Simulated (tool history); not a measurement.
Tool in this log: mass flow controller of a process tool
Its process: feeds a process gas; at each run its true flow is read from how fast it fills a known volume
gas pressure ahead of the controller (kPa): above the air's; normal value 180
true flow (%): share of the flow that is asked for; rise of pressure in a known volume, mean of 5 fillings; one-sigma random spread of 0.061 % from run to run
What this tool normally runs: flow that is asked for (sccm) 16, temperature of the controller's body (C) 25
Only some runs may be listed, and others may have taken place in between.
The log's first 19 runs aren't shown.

run    hour  flow that is asked for (sccm)  gas pressure ahead of the controller (kPa)  temperature of the controller's body (C)  hours of work since the controller was set to zero  hours of work since the controller was changed  true flow (%)
 20  3328.6                             11                                         180                                        25                                                2592                                            2592          98.97
 21  3469.1                             19                                         143                                        33                                                2678                                            2678          99.35
 22  3630.8                             16                                         271                                        37                                                2776                                            2776          97.93
 23  3865.2                             16                                         173                                        28                                                2919                                            2919          99.39
 24  4057.8                              5                                         173                                        28                                                3037                                            3037          98.04
 25  4329.7                              5                                         173                                        28                                                3203                                            3203          98.01
 26  4593.2                              9                                         225                                        35                                                3363                                            3363          97.57
 27  4783.8                              9                                         225                                        35                                                3480                                            3480          97.65
 28    4943                              3                                         204                                        32                                                3577                                            3577          97.35
 29  5216.8                              4                                         220                                        34                                                3744                                            3744          97.14
 30  5440.5                              4                                         220                                        34                                                3880                                            3880          97.16
 31  5700.9                              3                                         160                                        29                                                4039                                            4039           97.8
 32  5981.4                             16                                         145                                        22                                                4210                                            4210         100.06
 33  6157.8                             16                                         145                                        22                                                4318                                            4318         100.22

Below are 5 alternative next runs, each starting from the tool's condition after run 33. Predict each:
  A  6437.1                             15                                         232                                        27                                                4488                                            4488              ?
  B  6437.1                             16                                         270                                        33                                                4488                                            4488              ?
  C  6437.1                              3                                         145                                        22                                                4488                                            4488              ?
  D  6437.1                              2                                         145                                        22                                                4488                                            4488              ?
  E  6437.1                             16                                         274                                        25                                                4488                                            4488              ?

run  true flow (%)
  A          99.05
  B          98.41
  C          98.61
  D          98.42
  E          99.25
Without the tool's unlogged condition, the same runs would have read:
run  true flow (%)
  A          99.05
  B          98.41
  C          98.59
  D          98.38
  E          99.25

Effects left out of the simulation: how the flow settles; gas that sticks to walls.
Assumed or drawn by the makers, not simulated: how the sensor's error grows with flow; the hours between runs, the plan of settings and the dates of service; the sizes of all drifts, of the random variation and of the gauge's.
